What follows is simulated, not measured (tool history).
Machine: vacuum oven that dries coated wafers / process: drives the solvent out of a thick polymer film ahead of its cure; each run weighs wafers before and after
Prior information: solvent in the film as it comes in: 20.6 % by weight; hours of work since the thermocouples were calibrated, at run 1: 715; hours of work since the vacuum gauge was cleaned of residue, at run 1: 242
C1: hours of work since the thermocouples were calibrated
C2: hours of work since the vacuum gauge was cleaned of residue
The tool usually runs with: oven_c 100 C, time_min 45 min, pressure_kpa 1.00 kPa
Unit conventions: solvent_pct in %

Run 1, hour 0.0: usual settings; C1 715; C2 242. Result: solvent_pct 2.14 %.
Run 2, hour 24.0: usual settings but oven_c 110 C; C1 726; C2 253. Result: solvent_pct 0.77 %.
Run 3, hour 52.2: usual settings but oven_c 110 C, time_min 31 min; C1 740; C2 267. Result: solvent_pct 1.10 %.
Run 4, hour 77.9: usual settings but oven_c 110 C, time_min 31 min; C1 752; C2 279. Result: solvent_pct 1.20 %.
Run 5, hour 122.9: usual settings but oven_c 110 C, time_min 31 min; C1 773; C2 301. Result: solvent_pct 1.19 %.
Run 6, hour 157.1: usual settings but oven_c 111 C; C1 790; C2 317. Result: solvent_pct 0.72 %.
Run 7, hour 192.0: usual settings but oven_c 105 C, pressure_kpa 2.07 kPa; C1 806; C2 334. Result: solvent_pct 2.22 %.
At hour 197.3: oven's thermocouples calibrated.
Run 8, hour 233.8: usual settings but oven_c 105 C, time_min 34 min, pressure_kpa 2.07 kPa; C1 17; C2 353. Result: solvent_pct 2.81 %.
Run 9, hour 256.5: usual settings but oven_c 93 C, time_min 27 min; C1 28; C2 364. Result: solvent_pct 7.43 %.
Run 10, hour 290.0: usual settings but oven_c 91 C, time_min 41 min, pressure_kpa 3.60 kPa; C1 44; C2 380. Result: solvent_pct 8.56 %.

Across each entry between runs, compare the hidden state at the last listed run before it with the hidden state at the first listed run after it:
From run 7 to run 8: oven's thermocouples calibrated (hour 197.3)
  true wafer temperature over the reading, C: -0.63 -> -0.81; true pressure over the reading, kPa: 0.093 -> 0.098
  what was measured, less what the result would be without the hidden state, solvent_pct: +0.16 -> +0.27 %
